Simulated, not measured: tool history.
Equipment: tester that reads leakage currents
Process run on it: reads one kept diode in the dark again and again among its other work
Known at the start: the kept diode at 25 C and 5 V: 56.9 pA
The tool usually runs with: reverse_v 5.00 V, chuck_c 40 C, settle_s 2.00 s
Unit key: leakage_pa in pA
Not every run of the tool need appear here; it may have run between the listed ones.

run    hour  reverse_v  chuck_c  settle_s  leakage_pa
  1     0.0       5.00       40      2.00      207.65
  2   187.4       5.00       40      2.00      212.68
  3   360.5       5.00       40      2.00      217.15
  4   542.0       5.00       25      2.00       67.20
  5   735.6       5.00       25      2.00       69.53
  6   892.3       5.00       30      2.00      105.58
      907.4  -- probe card cleaned and baked
     1136.5  -- tester calibrated
  7  1146.0       5.00       30      2.00      116.63
     1289.2  -- chuck's temperature calibrated
  8  1312.4       5.00       40      2.00      220.68
  9  1487.0       5.00       40      2.00      224.82
 10  1688.2       1.48       58      2.00      483.06
     1712.6  -- probe card cleaned and baked, once more
 11  1915.6       1.48       58      2.00      490.37
 12  2165.7       1.48       20      4.36       22.87
 13  2381.6       3.11       40      2.00      185.48
     2567.4  -- chuck's temperature calibrated
 14  2584.3      16.92       30      2.00      170.35
 15  2758.1      19.52       49      1.40      836.14
 16  3000.5       1.33       49      1.40      233.01

Measured result minus the same run's result without the hidden state. Both carry the same run-to-run variation, though not necessarily the same gauge scatter:
The tool's hidden condition here consists of: stray current of the dirty probe card, pA a volt; current scale over the true one, %; true chuck temperature over the reading, C; drift of the gauge itself on leakage_pa, %.
run  leakage_pa
  1       +1.48
  2       +5.93
  3      +10.21
  4       +9.48
  5      +11.56
  6      +15.82
  7      +27.01
  8      +14.09
  9      +18.34
 10      +20.32
 11      +25.74
 12       +2.52
 13      +20.29
 14       +8.90
 15      +25.05
 16       +9.64

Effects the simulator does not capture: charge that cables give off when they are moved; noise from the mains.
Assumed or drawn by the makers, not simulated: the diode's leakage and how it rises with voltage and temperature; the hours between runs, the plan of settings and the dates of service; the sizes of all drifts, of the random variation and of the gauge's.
